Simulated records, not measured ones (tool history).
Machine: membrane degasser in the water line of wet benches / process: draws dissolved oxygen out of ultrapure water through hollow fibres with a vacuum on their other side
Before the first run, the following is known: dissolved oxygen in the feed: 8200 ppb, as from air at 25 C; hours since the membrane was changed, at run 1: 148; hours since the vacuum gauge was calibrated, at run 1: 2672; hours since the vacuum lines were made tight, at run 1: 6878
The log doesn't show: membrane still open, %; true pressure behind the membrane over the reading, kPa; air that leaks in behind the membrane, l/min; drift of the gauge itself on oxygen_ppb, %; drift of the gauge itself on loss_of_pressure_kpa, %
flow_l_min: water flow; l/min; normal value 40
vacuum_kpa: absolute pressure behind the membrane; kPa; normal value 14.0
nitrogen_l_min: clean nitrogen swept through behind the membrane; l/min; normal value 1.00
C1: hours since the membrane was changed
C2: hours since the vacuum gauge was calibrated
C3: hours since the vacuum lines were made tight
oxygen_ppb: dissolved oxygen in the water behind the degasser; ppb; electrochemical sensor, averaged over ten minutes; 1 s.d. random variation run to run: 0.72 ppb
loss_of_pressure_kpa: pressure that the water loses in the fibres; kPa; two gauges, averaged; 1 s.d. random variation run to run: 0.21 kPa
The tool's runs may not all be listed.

{"run": 1, "hour": 0.0, "flow_l_min": 40, "vacuum_kpa": 14.0, "nitrogen_l_min": 1.0, "C1": 148, "C2": 2672, "C3": 6878, "oxygen_ppb": 800.0, "loss_of_pressure_kpa": 50.07}
{"run": 2, "hour": 185.2, "flow_l_min": 40, "vacuum_kpa": 14.0, "nitrogen_l_min": 2.67, "C1": 333, "C2": 2857, "C3": 7063, "oxygen_ppb": 358.9, "loss_of_pressure_kpa": 49.75}
{"run": 3, "hour": 280.7, "flow_l_min": 40, "vacuum_kpa": 24.4, "nitrogen_l_min": 1.0, "C1": 429, "C2": 2952, "C3": 7158, "oxygen_ppb": 1454.1, "loss_of_pressure_kpa": 49.65}
{"hour": 329.4, "done": "seals of the vacuum lines changed"}
{"run": 4, "hour": 448.1, "flow_l_min": 40, "vacuum_kpa": 24.4, "nitrogen_l_min": 1.0, "C1": 594, "C2": 3118, "C3": 119, "oxygen_ppb": 1452.3, "loss_of_pressure_kpa": 49.67}
{"run": 5, "hour": 555.9, "flow_l_min": 40, "vacuum_kpa": 24.4, "nitrogen_l_min": 1.0, "C1": 702, "C2": 3226, "C3": 227, "oxygen_ppb": 1453.7, "loss_of_pressure_kpa": 49.85}
{"run": 6, "hour": 747.5, "flow_l_min": 40, "vacuum_kpa": 14.0, "nitrogen_l_min": 1.0, "C1": 894, "C2": 3417, "C3": 418, "oxygen_ppb": 799.3, "loss_of_pressure_kpa": 50.13}
{"run": 7, "hour": 838.2, "flow_l_min": 40, "vacuum_kpa": 14.0, "nitrogen_l_min": 1.0, "C1": 984, "C2": 3508, "C3": 509, "oxygen_ppb": 799.3, "loss_of_pressure_kpa": 50.18}
{"run": 8, "hour": 1048.2, "flow_l_min": 40, "vacuum_kpa": 14.0, "nitrogen_l_min": 1.0, "C1": 1194, "C2": 3718, "C3": 719, "oxygen_ppb": 799.0, "loss_of_pressure_kpa": 50.05}
{"run": 9, "hour": 1237.4, "flow_l_min": 40, "vacuum_kpa": 14.0, "nitrogen_l_min": 1.0, "C1": 1384, "C2": 3907, "C3": 908, "oxygen_ppb": 799.4, "loss_of_pressure_kpa": 50.16}
{"run": 10, "hour": 1411.7, "flow_l_min": 40, "vacuum_kpa": 14.0, "nitrogen_l_min": 1.0, "C1": 1558, "C2": 4081, "C3": 1082, "oxygen_ppb": 799.3, "loss_of_pressure_kpa": 50.14}
{"run": 11, "hour": 1537.9, "flow_l_min": 40, "vacuum_kpa": 14.0, "nitrogen_l_min": 1.0, "C1": 1684, "C2": 4208, "C3": 1209, "oxygen_ppb": 798.6, "loss_of_pressure_kpa": 49.91}
{"run": 12, "hour": 1644.2, "flow_l_min": 40, "vacuum_kpa": 14.0, "nitrogen_l_min": 0.45, "C1": 1790, "C2": 4314, "C3": 1315, "oxygen_ppb": 1369.9, "loss_of_pressure_kpa": 50.02}
{"run": 13, "hour": 1854.2, "flow_l_min": 40, "vacuum_kpa": 14.0, "nitrogen_l_min": 0.45, "C1": 2000, "C2": 4524, "C3": 1525, "oxygen_ppb": 1371.2, "loss_of_pressure_kpa": 49.87}
{"hour": 1869.1, "done": "vacuum gauge calibrated"}
{"run": 14, "hour": 2064.0, "flow_l_min": 40, "vacuum_kpa": 14.0, "nitrogen_l_min": 0.45, "C1": 2210, "C2": 195, "C3": 1734, "oxygen_ppb": 1370.1, "loss_of_pressure_kpa": 49.84}
{"run": 15, "hour": 2205.5, "flow_l_min": 40, "vacuum_kpa": 27.3, "nitrogen_l_min": 1.0, "C1": 2351, "C2": 336, "C3": 1876, "oxygen_ppb": 1616.4, "loss_of_pressure_kpa": 50.21}
{"run": 16, "hour": 2410.0, "flow_l_min": 40, "vacuum_kpa": 14.0, "nitrogen_l_min": 1.0, "C1": 2556, "C2": 541, "C3": 2080, "oxygen_ppb": 798.7, "loss_of_pressure_kpa": 49.78}
{"run": 17, "hour": 2604.9, "flow_l_min": 40, "vacuum_kpa": 33.7, "nitrogen_l_min": 0.42, "C1": 2751, "C2": 736, "C3": 2275, "oxygen_ppb": 3237.0, "loss_of_pressure_kpa": 50.15}
{"run": 18, "hour": 2760.9, "flow_l_min": 33, "vacuum_kpa": 14.0, "nitrogen_l_min": 0.71, "C1": 2907, "C2": 892, "C3": 2431, "oxygen_ppb": 890.5, "loss_of_pressure_kpa": 41.11}
{"run": 19, "hour": 2851.0, "flow_l_min": 41, "vacuum_kpa": 14.0, "nitrogen_l_min": 0.61, "C1": 2997, "C2": 982, "C3": 2521, "oxygen_ppb": 1150.4, "loss_of_pressure_kpa": 51.22}
{"run": 20, "hour": 2998.8, "flow_l_min": 38, "vacuum_kpa": 14.0, "nitrogen_l_min": 1.16, "C1": 3144, "C2": 1130, "C3": 2669, "oxygen_ppb": 686.5, "loss_of_pressure_kpa": 47.41}
{"run": 21, "hour": 3132.3, "flow_l_min": 40, "vacuum_kpa": 30.4, "nitrogen_l_min": 1.0, "C1": 3278, "C2": 1263, "C3": 2802, "oxygen_ppb": 1788.3, "loss_of_pressure_kpa": 50.04}
{"run": 22, "hour": 3277.0, "flow_l_min": 40, "vacuum_kpa": 30.4, "nitrogen_l_min": 1.0, "C1": 3423, "C2": 1408, "C3": 2947, "oxygen_ppb": 1786.9, "loss_of_pressure_kpa": 49.63}
{"run": 23, "hour": 3396.2, "flow_l_min": 32, "vacuum_kpa": 10.8, "nitrogen_l_min": 2.42, "C1": 3542, "C2": 1527, "C3": 3066, "oxygen_ppb": 227.7, "loss_of_pressure_kpa": 40.04}
{"run": 24, "hour": 3595.1, "flow_l_min": 32, "vacuum_kpa": 10.8, "nitrogen_l_min": 2.42, "C1": 3741, "C2": 1726, "C3": 3265, "oxygen_ppb": 227.8, "loss_of_pressure_kpa": 39.98}
{"run": 25, "hour": 3693.8, "flow_l_min": 47, "vacuum_kpa": 23.6, "nitrogen_l_min": 2.5, "C1": 3840, "C2": 1825, "C3": 3364, "oxygen_ppb": 790.8, "loss_of_pressure_kpa": 58.92}
{"run": 26, "hour": 3866.1, "flow_l_min": 50, "vacuum_kpa": 14.0, "nitrogen_l_min": 1.24, "C1": 4012, "C2": 1997, "C3": 3536, "oxygen_ppb": 811.1, "loss_of_pressure_kpa": 61.97}
{"run": 27, "hour": 4050.5, "flow_l_min": 44, "vacuum_kpa": 14.0, "nitrogen_l_min": 1.19, "C1": 4196, "C2": 2181, "C3": 3721, "oxygen_ppb": 755.9, "loss_of_pressure_kpa": 54.87}
{"run": 28, "hour": 4160.0, "flow_l_min": 44, "vacuum_kpa": 14.0, "nitrogen_l_min": 1.19, "C1": 4306, "C2": 2291, "C3": 3830, "oxygen_ppb": 755.2, "loss_of_pressure_kpa": 54.48}
{"run": 29, "hour": 4361.2, "flow_l_min": 30, "vacuum_kpa": 19.1, "nitrogen_l_min": 1.49, "C1": 4507, "C2": 2492, "C3": 4031, "oxygen_ppb": 663.1, "loss_of_pressure_kpa": 37.86}
{"run": 30, "hour": 4529.3, "flow_l_min": 26, "vacuum_kpa": 19.1, "nitrogen_l_min": 0.72, "C1": 4675, "C2": 2660, "C3": 4199, "oxygen_ppb": 1048.6, "loss_of_pressure_kpa": 32.95}
{"run": 31, "hour": 4632.1, "flow_l_min": 41, "vacuum_kpa": 24.1, "nitrogen_l_min": 0.55, "C1": 4778, "C2": 2763, "C3": 4302, "oxygen_ppb": 2144.5, "loss_of_pressure_kpa": 51.19}

Entry by entry between the runs, the difference in hidden state between the last listed run before and the first listed run after:
Logged between run 3 and run 4: seals of the vacuum lines changed (hour 329.4)
  air that leaks in behind the membrane, l/min: 0.0021 -> 0.002
Logged between run 13 and run 14: vacuum gauge calibrated (hour 1869.1)
  the hidden state is the same at both runs
